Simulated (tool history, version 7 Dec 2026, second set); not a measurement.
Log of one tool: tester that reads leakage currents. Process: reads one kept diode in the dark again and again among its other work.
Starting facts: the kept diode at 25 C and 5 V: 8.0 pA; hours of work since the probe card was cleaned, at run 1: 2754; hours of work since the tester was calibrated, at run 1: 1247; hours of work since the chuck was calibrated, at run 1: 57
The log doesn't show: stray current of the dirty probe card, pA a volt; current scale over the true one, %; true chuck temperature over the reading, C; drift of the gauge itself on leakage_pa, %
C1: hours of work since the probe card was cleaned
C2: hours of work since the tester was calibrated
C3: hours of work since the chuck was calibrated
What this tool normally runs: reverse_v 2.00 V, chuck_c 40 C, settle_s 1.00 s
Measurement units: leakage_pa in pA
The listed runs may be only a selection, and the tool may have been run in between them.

Run 1, hour 0.0: usual settings; C1 2754; C2 1247; C3 57. Result: leakage_pa 20.56 pA.
Run 2, hour 42.2: usual settings; C1 2783; C2 1276; C3 86. Result: leakage_pa 20.55 pA.
Run 3, hour 88.1: usual settings; C1 2815; C2 1308; C3 118. Result: leakage_pa 20.43 pA.
Run 4, hour 151.0: usual settings; C1 2859; C2 1352; C3 162. Result: leakage_pa 20.35 pA.
Run 5, hour 181.4: usual settings; C1 2881; C2 1373; C3 184. Result: leakage_pa 20.34 pA.
Run 6, hour 218.6: usual settings but settle_s 0.39 s; C1 2907; C2 1399; C3 210. Result: leakage_pa 20.97 pA.
Run 7, hour 282.0: usual settings but settle_s 7.09 s; C1 2951; C2 1444; C3 254. Result: leakage_pa 19.54 pA.
Run 8, hour 319.8: usual settings but chuck_c 25 C; C1 2977; C2 1470; C3 280. Result: leakage_pa 6.12 pA.
Run 9, hour 360.8: usual settings but chuck_c 25 C; C1 3006; C2 1499; C3 309. Result: leakage_pa 6.02 pA.
Run 10, hour 388.7: usual settings but chuck_c 25 C; C1 3026; C2 1518; C3 329. Result: leakage_pa 5.96 pA.
Run 11, hour 448.7: usual settings but chuck_c 25 C; C1 3068; C2 1560; C3 371. Result: leakage_pa 6.02 pA.
Run 12, hour 480.3: usual settings but chuck_c 53 C; C1 3090; C2 1582; C3 393. Result: leakage_pa 55.62 pA.
At hour 512.3: probe card cleaned and baked.
Run 13, hour 531.9: usual settings but chuck_c 52 C; C1 14; C2 1616; C3 427. Result: leakage_pa 49.94 pA.
Run 14, hour 559.1: usual settings but chuck_c 52 C; C1 33; C2 1635; C3 446. Result: leakage_pa 50.18 pA.
Run 15, hour 589.0: usual settings but reverse_v 5.85 V, chuck_c 28 C, settle_s 3.93 s; C1 54; C2 1656; C3 467. Result: leakage_pa 11.17 pA.
Run 16, hour 646.1: usual settings but reverse_v 3.35 V, chuck_c 34 C, settle_s 0.64 s; C1 94; C2 1696; C3 506. Result: leakage_pa 15.21 pA.
Run 17, hour 705.4: usual settings but reverse_v 13.93 V, chuck_c 32 C, settle_s 0.76 s; C1 135; C2 1738; C3 548. Result: leakage_pa 29.12 pA.
Run 18, hour 734.9: usual settings but settle_s 0.39 s; C1 156; C2 1758; C3 569. Result: leakage_pa 18.98 pA.
Run 19, hour 790.1: usual settings but settle_s 0.39 s; C1 194; C2 1797; C3 607. Result: leakage_pa 19.05 pA.
Run 20, hour 828.8: usual settings but chuck_c 49 C, settle_s 0.71 s; C1 221; C2 1824; C3 634. Result: leakage_pa 38.58 pA.
Run 21, hour 857.8: usual settings but settle_s 4.89 s; C1 242; C2 1844; C3 654. Result: leakage_pa 17.76 pA.
Run 22, hour 904.7: usual settings but reverse_v 18.47 V, chuck_c 31 C, settle_s 0.85 s; C1 274; C2 1877; C3 687. Result: leakage_pa 31.49 pA.

What will run 23 give?
At hour 911.3: chuck's temperature calibrated.
Run 23, hour 951.9: usual settings but reverse_v 12.20 V, chuck_c 38 C, settle_s 9.08 s; C1 306; C2 1909; C3 28. Result: leakage_pa ?.

{"run 23": {"leakage_pa": 43.12}}
On a tool with no hidden condition, and with the same random variation, this run would have come out at leakage_pa 42.57 pA.

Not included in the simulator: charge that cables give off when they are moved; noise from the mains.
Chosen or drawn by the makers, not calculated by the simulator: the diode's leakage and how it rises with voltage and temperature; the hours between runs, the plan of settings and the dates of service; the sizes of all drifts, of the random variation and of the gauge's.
